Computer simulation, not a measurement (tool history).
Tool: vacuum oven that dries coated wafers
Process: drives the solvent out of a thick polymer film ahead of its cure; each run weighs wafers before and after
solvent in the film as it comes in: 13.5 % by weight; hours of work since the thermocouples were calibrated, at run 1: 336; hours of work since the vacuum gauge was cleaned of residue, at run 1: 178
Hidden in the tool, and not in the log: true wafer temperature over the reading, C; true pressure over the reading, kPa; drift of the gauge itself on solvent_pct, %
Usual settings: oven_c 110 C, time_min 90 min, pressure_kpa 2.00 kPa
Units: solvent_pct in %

run,hour,oven_c,time_min,pressure_kpa,hours of work since the thermocouples were calibrated,hours of work since the vacuum gauge was cleaned of residue,solvent_pct
1,0.0,110,90,2.00,336,178,2.63
2,55.5,110,90,2.00,375,218,2.66
3,104.7,110,90,2.00,411,253,2.66
4,161.2,110,90,2.00,451,294,2.67
5,206.1,110,90,2.00,484,326,2.62
6,270.0,110,152,2.00,529,372,2.02
7,344.4,110,152,2.00,583,426,2.04
8,384.8,110,90,1.24,612,455,2.10
# hour 401.9: oven's thermocouples calibrated
9,446.3,110,90,1.24,32,497,2.23
10,520.3,110,90,1.24,85,550,2.30
11,584.3,110,90,1.24,131,596,2.32
12,645.5,110,90,1.24,175,640,2.31
13,719.9,110,90,5.17,228,694,5.42
14,757.3,110,90,5.17,255,721,5.41
15,816.5,110,90,2.00,298,763,2.92
16,874.9,111,90,2.00,340,805,2.75
17,928.1,111,90,2.00,378,843,2.80
18,973.5,118,90,2.00,410,876,1.84
19,1006.3,103,140,2.00,434,899,3.35
20,1036.9,118,143,2.89,456,921,2.19

Run 21 comes next. What will it give?
21,1099.6,110,65,1.41,501,966,?

solvent_pct: 3.38 %
Without the tool's hidden state the same run would have given solvent_pct 3.14 %.
